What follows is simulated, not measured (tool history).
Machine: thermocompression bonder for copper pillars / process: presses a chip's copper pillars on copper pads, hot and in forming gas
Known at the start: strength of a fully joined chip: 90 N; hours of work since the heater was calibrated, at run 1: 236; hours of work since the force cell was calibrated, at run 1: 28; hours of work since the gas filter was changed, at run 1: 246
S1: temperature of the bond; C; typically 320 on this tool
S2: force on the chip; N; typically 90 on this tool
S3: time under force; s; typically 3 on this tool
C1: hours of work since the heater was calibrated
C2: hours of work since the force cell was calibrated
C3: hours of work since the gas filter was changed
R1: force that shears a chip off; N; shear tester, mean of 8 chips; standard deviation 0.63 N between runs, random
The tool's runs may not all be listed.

Run 1, day 0.000: usual settings; C1 236; C2 28; C3 246. Result: R1 63.0 N.
Run 2, day 0.517: usual settings; C1 244; C2 36; C3 255. Result: R1 62.9 N.
At day 0.792: forming gas filter changed.
Run 3, day 0.975: usual settings; C1 250; C2 43; C3 3. Result: R1 63.4 N.
Run 4, day 1.450: usual settings but S1 310 C; C1 258; C2 50; C3 10. Result: R1 59.4 N.
Run 5, day 1.775: usual settings but S1 310 C; C1 263; C2 55; C3 15. Result: R1 60.0 N.
Run 6, day 2.004: usual settings; C1 267; C2 59; C3 19. Result: R1 63.1 N.
Run 7, day 2.404: usual settings; C1 273; C2 65; C3 25. Result: R1 62.6 N.
Run 8, day 2.800: usual settings but S3 5 s; C1 279; C2 71; C3 31. Result: R1 71.1 N.
Run 9, day 3.162: usual settings but S3 5 s; C1 285; C2 77; C3 37. Result: R1 70.7 N.
Run 10, day 3.496: usual settings but S3 5 s; C1 290; C2 82; C3 42. Result: R1 72.0 N.
Run 11, day 3.925: usual settings; C1 297; C2 89; C3 49. Result: R1 63.2 N.
Run 12, day 4.317: usual settings but S2 60 N; C1 303; C2 95; C3 55. Result: R1 45.1 N.
Run 13, day 4.542: usual settings but S2 60 N; C1 306; C2 99; C3 59. Result: R1 45.6 N.
Run 14, day 4.883: usual settings but S2 60 N; C1 312; C2 104; C3 64. Result: R1 45.6 N.
Run 15, day 5.308: usual settings; C1 318; C2 111; C3 71. Result: R1 64.3 N.
Run 16, day 5.692: usual settings; C1 324; C2 117; C3 77. Result: R1 64.4 N.
Run 17, day 5.950: usual settings but S1 304 C; C1 328; C2 121; C3 81. Result: R1 57.6 N.
Run 18, day 6.458: usual settings but S1 304 C; C1 336; C2 129; C3 89. Result: R1 57.0 N.
Run 19, day 6.671: usual settings but S3 7 s; C1 340; C2 132; C3 92. Result: R1 75.8 N.
Run 20, day 6.946: usual settings but S1 336 C, S2 118 N, S3 8 s; C1 344; C2 136; C3 96. Result: R1 84.9 N.
Run 21, day 7.271: usual settings but S1 336 C, S2 118 N, S3 8 s; C1 349; C2 141; C3 101. Result: R1 86.8 N.
Run 22, day 7.617: usual settings but S1 306 C; C1 354; C2 147; C3 107. Result: R1 58.6 N.
Run 23, day 7.992: usual settings but S3 5 s; C1 360; C2 153; C3 113. Result: R1 70.8 N.
Run 24, day 8.512: usual settings but S1 342 C; C1 368; C2 161; C3 121. Result: R1 70.2 N.
Run 25, day 8.762: usual settings but S1 346 C, S2 118 N; C1 372; C2 165; C3 125. Result: R1 80.8 N.
Run 26, day 9.046: usual settings but S1 339 C, S2 102 N, S3 2 s; C1 377; C2 169; C3 129. Result: R1 69.3 N.
Run 27, day 9.338: usual settings but S1 339 C, S2 102 N, S3 2 s; C1 381; C2 174; C3 134. Result: R1 67.4 N.
Run 28, day 9.567: usual settings but S1 329 C, S2 66 N, S3 2 s; C1 385; C2 177; C3 137. Result: R1 45.2 N.
Run 29, day 9.854: usual settings but S1 329 C, S2 66 N, S3 2 s; C1 389; C2 182; C3 142. Result: R1 46.2 N.
Run 30, day 10.275: usual settings but S1 329 C, S2 66 N, S3 2 s; C1 396; C2 188; C3 148. Result: R1 45.7 N.
Run 31, day 10.629: usual settings but S1 335 C, S2 74 N, S3 6 s; C1 402; C2 194; C3 154. Result: R1 69.8 N.
Run 32, day 11.038: usual settings but S1 331 C, S2 55 N, S3 2 s; C1 408; C2 200; C3 160. Result: R1 38.8 N.
Run 33, day 11.296: usual settings but S1 331 C, S2 55 N, S3 2 s; C1 412; C2 204; C3 164. Result: R1 39.1 N.
Run 34, day 11.762: usual settings but S1 331 C, S2 120 N; C1 419; C2 212; C3 172. Result: R1 79.2 N.
Run 35, day 12.025: usual settings but S1 331 C, S2 82 N, S3 2 s; C1 423; C2 216; C3 176. Result: R1 55.3 N.
Run 36, day 12.450: usual settings but S1 339 C, S2 82 N, S3 6 s; C1 430; C2 222; C3 182. Result: R1 75.1 N.
Run 37, day 12.767: usual settings but S1 339 C, S2 82 N, S3 6 s; C1 435; C2 227; C3 187. Result: R1 75.6 N.
Run 38, day 13.183: usual settings but S2 109 N; C1 442; C2 234; C3 194. Result: R1 70.9 N.

Across each entry between runs, compare the hidden state at the last listed run before it with the hidden state at the first listed run after it:
Logged between run 2 and run 3: forming gas filter changed (day 0.792)
  oxide that the forming gas leaves, % of the face: 0.72 -> 0.51
